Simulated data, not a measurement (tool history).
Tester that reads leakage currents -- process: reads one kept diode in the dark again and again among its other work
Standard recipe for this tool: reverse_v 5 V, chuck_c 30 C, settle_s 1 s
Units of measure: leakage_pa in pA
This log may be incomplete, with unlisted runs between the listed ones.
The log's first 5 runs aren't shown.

run	hour	reverse_v	chuck_c	settle_s	leakage_pa
6	500.9	5	30	1	113.02
7	560.2	2.35	30	1	71.81
8	658.7	2.35	30	1	72.59
9	750.8	2.78	30	1	80.58
10	824.8	2.78	30	1	81.11
11	888.2	2.78	30	1	81.6
12	974.1	5	30	1	115.98
13	1035.1	5	30	1	117.02
14	1115	5	57	1	961.94
15	1220.4	5	57	1	967.32
16	1339.8	5	30	1	119.29
17	1388.9	1.28	30	1	51.83
18	1477.6	1.28	30	1	52.57
19	1588.7	1.28	30	1	52.31
20	1650.9	1.28	30	1	53.18
21	1762.2	1.28	30	1	53.29
22	1839.3	3	30	1	90.26
23	1901.2	1.43	55	1	401.03
24	1961.9	7.59	40	3.78	353.68
25	2056.1	1.99	29	0.99	65.17
26	2168.2	4.27	49	3.94	503.48
27	2268.7	4.27	49	3.94	503.53

Run 28 has not been measured yet. What should we expect?
28	2386.1	4.27	49	3.94	?

{"run 28": {"leakage_pa": 509.7}}
The same run, on a tool lacking any hidden state, would have yielded leakage_pa 457.82 pA.
